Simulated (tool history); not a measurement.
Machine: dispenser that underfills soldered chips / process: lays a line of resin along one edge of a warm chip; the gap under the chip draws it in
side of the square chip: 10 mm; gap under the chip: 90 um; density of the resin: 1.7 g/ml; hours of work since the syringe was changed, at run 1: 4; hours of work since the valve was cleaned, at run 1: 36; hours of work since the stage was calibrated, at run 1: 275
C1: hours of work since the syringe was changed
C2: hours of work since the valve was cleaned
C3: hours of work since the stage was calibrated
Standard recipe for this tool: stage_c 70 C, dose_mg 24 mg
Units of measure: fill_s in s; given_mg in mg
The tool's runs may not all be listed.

{"run": 1, "hour": 0.0, "stage_c": 70, "dose_mg": 24, "C1": 4, "C2": 36, "C3": 275, "fill_s": 115.8, "given_mg": 23.48}
{"hour": 6.9, "done": "new syringe of resin"}
{"run": 2, "hour": 7.0, "stage_c": 70, "dose_mg": 24, "C1": 0, "C2": 40, "C3": 279, "fill_s": 87.5, "given_mg": 23.36}
{"hour": 10.6, "done": "dispensing valve cleaned and set on the balance"}
{"run": 3, "hour": 16.1, "stage_c": 70, "dose_mg": 26.9, "C1": 5, "C2": 4, "C3": 284, "fill_s": 130.6, "given_mg": 26.82}
{"hour": 20.0, "done": "new syringe of resin"}
{"run": 4, "hour": 23.5, "stage_c": 64, "dose_mg": 26.9, "C1": 2, "C2": 8, "C3": 289, "fill_s": 128, "given_mg": 26.82}
{"hour": 32.3, "done": "new syringe of resin"}
{"run": 5, "hour": 33.4, "stage_c": 64, "dose_mg": 26.9, "C1": 1, "C2": 14, "C3": 295, "fill_s": 113.5, "given_mg": 26.84}
{"run": 6, "hour": 42.7, "stage_c": 70, "dose_mg": 25, "C1": 7, "C2": 20, "C3": 301, "fill_s": 149, "given_mg": 24.72}
{"hour": 44.8, "done": "new syringe of resin"}
{"hour": 48.2, "done": "stage's temperature calibrated"}
{"run": 7, "hour": 54.8, "stage_c": 70, "dose_mg": 25, "C1": 6, "C2": 27, "C3": 4, "fill_s": 130.2, "given_mg": 24.57}
{"hour": 58.2, "done": "new syringe of resin"}
{"run": 8, "hour": 62.5, "stage_c": 70, "dose_mg": 25, "C1": 3, "C2": 32, "C3": 9, "fill_s": 100.7, "given_mg": 24.66}
{"hour": 70.2, "done": "new syringe of resin"}
{"run": 9, "hour": 74.5, "stage_c": 70, "dose_mg": 25, "C1": 3, "C2": 40, "C3": 17, "fill_s": 101.9, "given_mg": 24.47}
{"hour": 78.0, "done": "dispensing valve cleaned and set on the balance"}
{"hour": 83.5, "done": "new syringe of resin"}
{"run": 10, "hour": 87.2, "stage_c": 70, "dose_mg": 25.1, "C1": 2, "C2": 6, "C3": 24, "fill_s": 96.9, "given_mg": 24.96}
{"run": 11, "hour": 93.5, "stage_c": 70, "dose_mg": 22.4, "C1": 7, "C2": 10, "C3": 28, "fill_s": 137.1, "given_mg": 22.28}
{"hour": 95.6, "done": "new syringe of resin"}
{"run": 12, "hour": 101.7, "stage_c": 70, "dose_mg": 22.4, "C1": 4, "C2": 15, "C3": 33, "fill_s": 116.3, "given_mg": 22.32}
{"hour": 107.5, "done": "new syringe of resin"}
{"run": 13, "hour": 109.8, "stage_c": 62, "dose_mg": 23.3, "C1": 1, "C2": 20, "C3": 38, "fill_s": 125.4, "given_mg": 23.06}
{"hour": 120.1, "done": "new syringe of resin"}
{"run": 14, "hour": 121.4, "stage_c": 62, "dose_mg": 23.3, "C1": 1, "C2": 27, "C3": 46, "fill_s": 117.4, "given_mg": 22.99}
{"hour": 132.1, "done": "new syringe of resin"}
{"run": 15, "hour": 132.4, "stage_c": 62, "dose_mg": 23.3, "C1": 0, "C2": 34, "C3": 53, "fill_s": 114.1, "given_mg": 22.85}
{"hour": 144.0, "done": "dispensing valve cleaned and set on the balance"}
{"run": 16, "hour": 144.0, "stage_c": 70, "dose_mg": 21.1, "C1": 7, "C2": 0, "C3": 59, "fill_s": 148.9, "given_mg": 21.15}
{"hour": 145.6, "done": "new syringe of resin"}
{"run": 17, "hour": 151.1, "stage_c": 70, "dose_mg": 21.1, "C1": 4, "C2": 4, "C3": 64, "fill_s": 114.2, "given_mg": 21.1}
{"hour": 158.1, "done": "new syringe of resin"}
{"run": 18, "hour": 162.6, "stage_c": 70, "dose_mg": 21.1, "C1": 3, "C2": 12, "C3": 71, "fill_s": 108, "given_mg": 20.97}
{"hour": 170.3, "done": "new syringe of resin"}
{"run": 19, "hour": 172.7, "stage_c": 70, "dose_mg": 21.1, "C1": 2, "C2": 18, "C3": 78, "fill_s": 97.1, "given_mg": 21.06}
{"run": 20, "hour": 178.2, "stage_c": 64, "dose_mg": 31, "C1": 5, "C2": 22, "C3": 81, "fill_s": 154.7, "given_mg": 30.8}
{"hour": 182.5, "done": "new syringe of resin"}
{"run": 21, "hour": 183.9, "stage_c": 59, "dose_mg": 25.4, "C1": 1, "C2": 25, "C3": 85, "fill_s": 135.3, "given_mg": 25.16}
{"run": 22, "hour": 193.9, "stage_c": 59, "dose_mg": 25.4, "C1": 7, "C2": 32, "C3": 91, "fill_s": 229, "given_mg": 24.98}
{"hour": 195.2, "done": "new syringe of resin"}
{"run": 23, "hour": 205.9, "stage_c": 69, "dose_mg": 23.8, "C1": 7, "C2": 39, "C3": 99, "fill_s": 153.4, "given_mg": 23.21}

For each entry between runs, how does the tool's hidden state at the last listed run before it compare with that at the first listed run after it?
Runs 1 to 2: new syringe of resin (hour 6.9)
  resin's viscosity, % of fresh resin's: 134.2 -> 99.8; dose that the valve gives, % of what is set: 97.49 -> 97.26; true chip temperature over the reading, C: -1.49 -> -1.51
  the result without the hidden state subtracted from the measured one, fill_s: +34.3 -> +4.8 s; given_mg: -0.6 -> -0.66 mg
Runs 2 to 3: dispensing valve cleaned and set on the balance (hour 10.6)
  resin's viscosity, % of fresh resin's: 99.8 -> 151.8; dose that the valve gives, % of what is set: 97.26 -> 100.04; true chip temperature over the reading, C: -1.51 -> -1.53
  the result without the hidden state subtracted from the measured one, fill_s: +4.8 -> +49.2 s; given_mg: -0.66 -> +0.01 mg
Runs 3 to 4: new syringe of resin (hour 20)
  resin's viscosity, % of fresh resin's: 151.8 -> 119; dose that the valve gives, % of what is set: 100.04 -> 99.78; true chip temperature over the reading, C: -1.53 -> -1.55
  the result without the hidden state subtracted from the measured one, fill_s: +49.2 -> +26.5 s; given_mg: +0.01 -> -0.06 mg
Runs 4 to 5: new syringe of resin (hour 32.3)
  resin's viscosity, % of fresh resin's: 119 -> 105.7; dose that the valve gives, % of what is set: 99.78 -> 99.41; true chip temperature over the reading, C: -1.55 -> -1.58
  the result without the hidden state subtracted from the measured one, fill_s: +26.5 -> +12.5 s; given_mg: -0.06 -> -0.16 mg
Runs 6 to 7: new syringe of resin (hour 44.8); stage's temperature calibrated (hour 48.2)
  resin's viscosity, % of fresh resin's: 171.5 -> 159.4; dose that the valve gives, % of what is set: 99.06 -> 98.64; true chip temperature over the reading, C: -1.61 -> -0.14
  the result without the hidden state subtracted from the measured one, fill_s: +67.1 -> +49.1 s; given_mg: -0.23 -> -0.34 mg
Runs 7 to 8: new syringe of resin (hour 58.2)
  resin's viscosity, % of fresh resin's: 159.4 -> 125.5; dose that the valve gives, % of what is set: 98.64 -> 98.37; true chip temperature over the reading, C: -0.14 -> -0.16
  the result without the hidden state subtracted from the measured one, fill_s: +49.1 -> +21.1 s; given_mg: -0.34 -> -0.41 mg
Runs 8 to 9: new syringe of resin (hour 70.2)
  resin's viscosity, % of fresh resin's: 125.5 -> 122.8; dose that the valve gives, % of what is set: 98.37 -> 97.92; true chip temperature over the reading, C: -0.16 -> -0.2
  the result without the hidden state subtracted from the measured one, fill_s: +21.1 -> +19.7 s; given_mg: -0.41 -> -0.52 mg
Runs 9 to 10: dispensing valve cleaned and set on the balance (hour 78); new syringe of resin (hour 83.5)
  resin's viscosity, % of fresh resin's: 122.8 -> 118.6; dose that the valve gives, % of what is set: 97.92 -> 99.78; true chip temperature over the reading, C: -0.2 -> -0.23
  the result without the hidden state subtracted from the measured one, fill_s: +19.7 -> +15.9 s; given_mg: -0.52 -> -0.05 mg
Runs 11 to 12: new syringe of resin (hour 95.6)
  resin's viscosity, % of fresh resin's: 164.5 -> 139; dose that the valve gives, % of what is set: 99.52 -> 99.24; true chip temperature over the reading, C: -0.25 -> -0.28
  the result without the hidden state subtracted from the measured one, fill_s: +54.7 -> +33.6 s; given_mg: -0.11 -> -0.17 mg
Runs 12 to 13: new syringe of resin (hour 107.5)
  resin's viscosity, % of fresh resin's: 139 -> 112.7; dose that the valve gives, % of what is set: 99.24 -> 98.94; true chip temperature over the reading, C: -0.28 -> -0.3
  the result without the hidden state subtracted from the measured one, fill_s: +33.6 -> +15.6 s; given_mg: -0.17 -> -0.25 mg
Runs 13 to 14: new syringe of resin (hour 120.1)
  resin's viscosity, % of fresh resin's: 112.7 -> 106.7; dose that the valve gives, % of what is set: 98.94 -> 98.51; true chip temperature over the reading, C: -0.3 -> -0.34
  the result without the hidden state subtracted from the measured one, fill_s: +15.6 -> +9 s; given_mg: -0.25 -> -0.35 mg
Runs 14 to 15: new syringe of resin (hour 132.1)
  resin's viscosity, % of fresh resin's: 106.7 -> 100.6; dose that the valve gives, % of what is set: 98.51 -> 98.11; true chip temperature over the reading, C: -0.34 -> -0.37
  the result without the hidden state subtracted from the measured one, fill_s: +9 -> +2.6 s; given_mg: -0.35 -> -0.44 mg
Runs 15 to 16: dispensing valve cleaned and set on the balance (hour 144)
  resin's viscosity, % of fresh resin's: 100.6 -> 173.7; dose that the valve gives, % of what is set: 98.11 -> 100.09; true chip temperature over the reading, C: -0.37 -> -0.4
  the result without the hidden state subtracted from the measured one, fill_s: +2.6 -> +64.4 s; given_mg: -0.44 -> +0.02 mg
Runs 16 to 17: new syringe of resin (hour 145.6)
  resin's viscosity, % of fresh resin's: 173.7 -> 134.4; dose that the valve gives, % of what is set: 100.09 -> 99.81; true chip temperature over the reading, C: -0.4 -> -0.42
  the result without the hidden state subtracted from the measured one, fill_s: +64.4 -> +30.6 s; given_mg: +0.02 -> -0.04 mg
Runs 17 to 18: new syringe of resin (hour 158.1)
  resin's viscosity, % of fresh resin's: 134.4 -> 126.2; dose that the valve gives, % of what is set: 99.81 -> 99.39; true chip temperature over the reading, C: -0.42 -> -0.46
  the result without the hidden state subtracted from the measured one, fill_s: +30.6 -> +24 s; given_mg: -0.04 -> -0.13 mg
Runs 18 to 19: new syringe of resin (hour 170.3)
  resin's viscosity, % of fresh resin's: 126.2 -> 112.5; dose that the valve gives, % of what is set: 99.39 -> 98.99; true chip temperature over the reading, C: -0.46 -> -0.49
  the result without the hidden state subtracted from the measured one, fill_s: +24 -> +12.5 s; given_mg: -0.13 -> -0.21 mg
Runs 20 to 21: new syringe of resin (hour 182.5)
  resin's viscosity, % of fresh resin's: 149.6 -> 108.6; dose that the valve gives, % of what is set: 98.75 -> 98.53; true chip temperature over the reading, C: -0.5 -> -0.52
  the result without the hidden state subtracted from the measured one, fill_s: +53.2 -> +13.3 s; given_mg: -0.39 -> -0.37 mg
Runs 22 to 23: new syringe of resin (hour 195.2)
  resin's viscosity, % of fresh resin's: 182.2 -> 174.2; dose that the valve gives, % of what is set: 98.12 -> 97.68; true chip temperature over the reading, C: -0.55 -> -0.59
  the result without the hidden state subtracted from the measured one, fill_s: +106.2 -> +67.3 s; given_mg: -0.48 -> -0.55 mg
